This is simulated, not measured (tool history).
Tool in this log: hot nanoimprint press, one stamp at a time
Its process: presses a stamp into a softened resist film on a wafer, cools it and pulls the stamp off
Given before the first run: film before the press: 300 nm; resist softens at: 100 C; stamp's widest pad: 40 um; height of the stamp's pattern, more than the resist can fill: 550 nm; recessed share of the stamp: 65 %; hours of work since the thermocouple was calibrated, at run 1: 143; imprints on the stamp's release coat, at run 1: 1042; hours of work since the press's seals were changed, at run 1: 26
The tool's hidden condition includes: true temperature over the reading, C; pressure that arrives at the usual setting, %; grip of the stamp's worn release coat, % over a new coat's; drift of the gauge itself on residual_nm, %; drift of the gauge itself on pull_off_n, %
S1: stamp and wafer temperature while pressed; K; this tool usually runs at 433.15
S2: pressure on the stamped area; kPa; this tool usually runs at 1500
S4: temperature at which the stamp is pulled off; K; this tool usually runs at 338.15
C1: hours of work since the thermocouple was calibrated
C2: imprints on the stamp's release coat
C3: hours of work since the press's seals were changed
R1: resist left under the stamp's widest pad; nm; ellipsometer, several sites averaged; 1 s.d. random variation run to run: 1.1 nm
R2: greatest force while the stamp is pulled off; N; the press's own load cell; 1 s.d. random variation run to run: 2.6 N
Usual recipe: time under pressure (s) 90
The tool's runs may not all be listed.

{"run": 1, "day": 0.0, "S1": 433.15, "S2": 1500, "time under pressure (s)": 90, "S4": 338.15, "C1": 143, "C2": 1042, "C3": 26, "R1": 168.9, "R2": 142}
{"run": 2, "day": 0.221, "S1": 433.15, "S2": 1830, "time under pressure (s)": 90, "S4": 338.15, "C1": 145, "C2": 1050, "C3": 28, "R1": 156.7, "R2": 142}
{"run": 3, "day": 0.454, "S1": 433.15, "S2": 1500, "time under pressure (s)": 90, "S4": 338.15, "C1": 147, "C2": 1059, "C3": 30, "R1": 171.3, "R2": 142}
{"run": 4, "day": 0.688, "S1": 433.15, "S2": 1500, "time under pressure (s)": 90, "S4": 338.15, "C1": 150, "C2": 1067, "C3": 33, "R1": 171.3, "R2": 145}
{"run": 5, "day": 1.108, "S1": 433.15, "S2": 1500, "time under pressure (s)": 90, "S4": 338.15, "C1": 154, "C2": 1083, "C3": 37, "R1": 170.6, "R2": 139}
{"run": 6, "day": 1.512, "S1": 428.15, "S2": 1120, "time under pressure (s)": 64, "S4": 338.15, "C1": 159, "C2": 1098, "C3": 42, "R1": 242.7, "R2": 143}
{"run": 7, "day": 1.804, "S1": 434.15, "S2": 2010, "time under pressure (s)": 57, "S4": 338.15, "C1": 162, "C2": 1108, "C3": 45, "R1": 166.1, "R2": 148}

Run 8, settings as shown, results not yet in. Your forecast:
{"day": 1.954, "done": "plate thermocouple calibrated"}
{"run": 8, "day": 2.246, "S1": 434.15, "S2": 2010, "time under pressure (s)": 57, "S4": 338.15, "C1": 3, "C2": 1120, "C3": 48, "R1": "?", "R2": "?"}

Logged for run 8: R1 165.6 nm, R2 143 N.
The same run, on a tool lacking any hidden state, would have yielded R1 160.7 nm, R2 119 N.
